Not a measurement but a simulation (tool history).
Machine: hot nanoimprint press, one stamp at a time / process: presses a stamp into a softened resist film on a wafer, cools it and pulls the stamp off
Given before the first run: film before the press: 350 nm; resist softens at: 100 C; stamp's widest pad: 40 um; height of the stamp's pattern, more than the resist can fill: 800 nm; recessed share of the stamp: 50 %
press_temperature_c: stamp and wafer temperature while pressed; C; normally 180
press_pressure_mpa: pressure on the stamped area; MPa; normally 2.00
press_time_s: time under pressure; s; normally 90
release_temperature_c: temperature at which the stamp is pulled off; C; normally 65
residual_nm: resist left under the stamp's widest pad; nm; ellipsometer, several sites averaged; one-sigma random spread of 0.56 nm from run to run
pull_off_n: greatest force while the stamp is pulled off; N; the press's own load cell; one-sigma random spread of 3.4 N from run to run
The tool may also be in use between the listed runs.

run 1 hour=0.0 | press_temperature_c=180 press_pressure_mpa=2.00 press_time_s=90 release_temperature_c=65 | residual_nm=138.8 pull_off_n=195
run 2 hour=10.0 | press_temperature_c=180 press_pressure_mpa=2.00 press_time_s=90 release_temperature_c=65 | residual_nm=139.0 pull_off_n=190
-- hour=20.6 stamp cleaned and given a new release coat
run 3 hour=21.9 | press_temperature_c=180 press_pressure_mpa=2.00 press_time_s=90 release_temperature_c=65 | residual_nm=138.6 pull_off_n=160
run 4 hour=32.0 | press_temperature_c=180 press_pressure_mpa=2.00 press_time_s=90 release_temperature_c=65 | residual_nm=138.7 pull_off_n=162
run 5 hour=40.4 | press_temperature_c=180 press_pressure_mpa=2.00 press_time_s=90 release_temperature_c=65 | residual_nm=138.2 pull_off_n=170
run 6 hour=46.6 | press_temperature_c=180 press_pressure_mpa=2.07 press_time_s=90 release_temperature_c=65 | residual_nm=136.7 pull_off_n=168
run 7 hour=54.9 | press_temperature_c=180 press_pressure_mpa=2.00 press_time_s=180 release_temperature_c=65 | residual_nm=107.1 pull_off_n=170
run 8 hour=61.6 | press_temperature_c=180 press_pressure_mpa=2.00 press_time_s=90 release_temperature_c=65 | residual_nm=138.7 pull_off_n=168
run 9 hour=67.5 | press_temperature_c=180 press_pressure_mpa=2.07 press_time_s=90 release_temperature_c=65 | residual_nm=135.6 pull_off_n=167
-- hour=71.4 plate thermocouple calibrated
run 10 hour=81.6 | press_temperature_c=180 press_pressure_mpa=2.07 press_time_s=90 release_temperature_c=65 | residual_nm=140.1 pull_off_n=169
run 11 hour=88.8 | press_temperature_c=191 press_pressure_mpa=2.07 press_time_s=90 release_temperature_c=65 | residual_nm=102.8 pull_off_n=168
run 12 hour=97.1 | press_temperature_c=191 press_pressure_mpa=2.07 press_time_s=90 release_temperature_c=51 | residual_nm=102.4 pull_off_n=188
run 13 hour=103.4 | press_temperature_c=191 press_pressure_mpa=2.07 press_time_s=90 release_temperature_c=51 | residual_nm=102.1 pull_off_n=187
run 14 hour=112.3 | press_temperature_c=191 press_pressure_mpa=2.07 press_time_s=90 release_temperature_c=51 | residual_nm=101.5 pull_off_n=189
run 15 hour=119.1 | press_temperature_c=191 press_pressure_mpa=2.07 press_time_s=90 release_temperature_c=51 | residual_nm=102.1 pull_off_n=195
run 16 hour=126.6 | press_temperature_c=170 press_pressure_mpa=2.00 press_time_s=103 release_temperature_c=66 | residual_nm=186.7 pull_off_n=176
run 17 hour=133.2 | press_temperature_c=170 press_pressure_mpa=2.00 press_time_s=103 release_temperature_c=66 | residual_nm=187.4 pull_off_n=179
run 18 hour=145.1 | press_temperature_c=170 press_pressure_mpa=2.00 press_time_s=103 release_temperature_c=66 | residual_nm=186.7 pull_off_n=169
run 19 hour=154.5 | press_temperature_c=170 press_pressure_mpa=2.00 press_time_s=103 release_temperature_c=66 | residual_nm=186.7 pull_off_n=178
run 20 hour=165.8 | press_temperature_c=183 press_pressure_mpa=2.00 press_time_s=48 release_temperature_c=51 | residual_nm=162.6 pull_off_n=194
run 21 hour=171.8 | press_temperature_c=186 press_pressure_mpa=2.00 press_time_s=66 release_temperature_c=65 | residual_nm=134.6 pull_off_n=179
run 22 hour=180.1 | press_temperature_c=186 press_pressure_mpa=2.00 press_time_s=66 release_temperature_c=65 | residual_nm=133.1 pull_off_n=185
run 23 hour=190.9 | press_temperature_c=180 press_pressure_mpa=1.55 press_time_s=90 release_temperature_c=62 | residual_nm=164.1 pull_off_n=190

What will run 24 give?
run 24 hour=199.9 | press_temperature_c=175 press_pressure_mpa=1.55 press_time_s=90 release_temperature_c=57 | residual_nm=? pull_off_n=?

Logged for run 24: residual_nm 189.5 nm, pull_off_n 192 N.
With no hidden state in the tool, this same run would have given residual_nm 190.0 nm, pull_off_n 168 N.

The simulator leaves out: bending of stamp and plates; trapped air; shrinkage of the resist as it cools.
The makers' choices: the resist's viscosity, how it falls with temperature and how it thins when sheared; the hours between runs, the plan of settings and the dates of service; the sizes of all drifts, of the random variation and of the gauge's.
